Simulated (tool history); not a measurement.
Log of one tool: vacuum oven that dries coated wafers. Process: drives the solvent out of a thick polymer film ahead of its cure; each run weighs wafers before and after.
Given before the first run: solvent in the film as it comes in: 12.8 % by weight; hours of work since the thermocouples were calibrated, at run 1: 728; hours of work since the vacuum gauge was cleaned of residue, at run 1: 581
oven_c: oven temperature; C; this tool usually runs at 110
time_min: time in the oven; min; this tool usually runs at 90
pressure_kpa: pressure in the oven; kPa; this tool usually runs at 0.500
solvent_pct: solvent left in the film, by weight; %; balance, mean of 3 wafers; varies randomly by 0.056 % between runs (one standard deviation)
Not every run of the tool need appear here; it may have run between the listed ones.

run,hour,oven_c,time_min,pressure_kpa,hours of work since the thermocouples were calibrated,hours of work since the vacuum gauge was cleaned of residue,solvent_pct
1,0.0,110,90,0.500,728,581,2.74
2,39.0,110,90,0.500,750,603,2.81
3,89.7,110,90,0.500,778,631,2.91
4,151.2,110,90,1.213,812,665,3.19
5,196.1,110,90,1.213,837,690,3.30
6,251.1,110,90,0.500,868,721,2.81
7,316.6,110,90,0.500,904,757,2.88
8,355.0,110,90,0.500,925,778,2.92
9,417.2,110,90,0.500,960,813,2.90
10,476.2,110,90,1.690,992,845,3.42
11,525.8,110,90,0.500,1020,873,2.93
# hour 530.9: vacuum gauge cleaned of residue and calibrated
12,593.4,110,90,0.500,1057,35,2.84
13,624.7,110,145,0.500,1074,52,1.61
14,664.2,110,145,0.500,1096,74,1.46
15,698.7,110,90,0.500,1115,93,2.99
16,736.3,110,90,0.500,1136,114,2.84
17,770.2,110,90,0.500,1155,133,2.95
18,809.8,110,90,0.500,1177,155,2.94
19,860.4,116,55,1.735,1205,183,4.15
# hour 878.3: vacuum gauge cleaned of residue and calibrated, once more
20,918.4,116,55,1.735,1236,22,4.05
21,964.7,116,55,1.735,1262,48,4.03
22,1017.4,116,57,0.927,1291,77,3.58
23,1080.8,103,112,0.419,1326,112,3.36
24,1122.2,103,112,0.419,1349,135,3.41
25,1177.5,103,112,0.419,1380,166,3.39
26,1228.4,110,90,0.576,1408,194,3.06
27,1267.5,118,125,1.835,1430,216,1.42
28,1316.1,118,125,1.835,1457,243,1.40
29,1371.6,118,140,1.835,1487,274,1.29
30,1422.7,108,49,0.500,1516,302,5.73
31,1473.5,108,49,0.500,1544,330,5.69
32,1507.4,108,49,0.500,1563,349,5.74
33,1544.6,108,49,0.500,1583,369,5.69
34,1578.2,108,61,0.500,1602,388,4.98
35,1640.1,108,61,0.500,1636,423,5.05
36,1696.9,102,65,0.493,1668,454,5.82

5 ways to go on from here, each from the tool as it stands after run 36. What would each give?
A,1747.9,102,113,0.493,1696,482,?
B,1747.9,119,50,0.500,1696,482,?
C,1747.9,104,65,0.493,1696,482,?
D,1747.9,96,115,0.379,1696,482,?
E,1747.9,97,90,0.500,1696,482,?

run,solvent_pct
A,3.82
B,3.55
C,5.48
D,4.99
E,5.68
With no hidden state in the tool, these same runs would have given:
run,solvent_pct
A,3.11
B,2.93
C,4.80
D,4.24
E,4.97
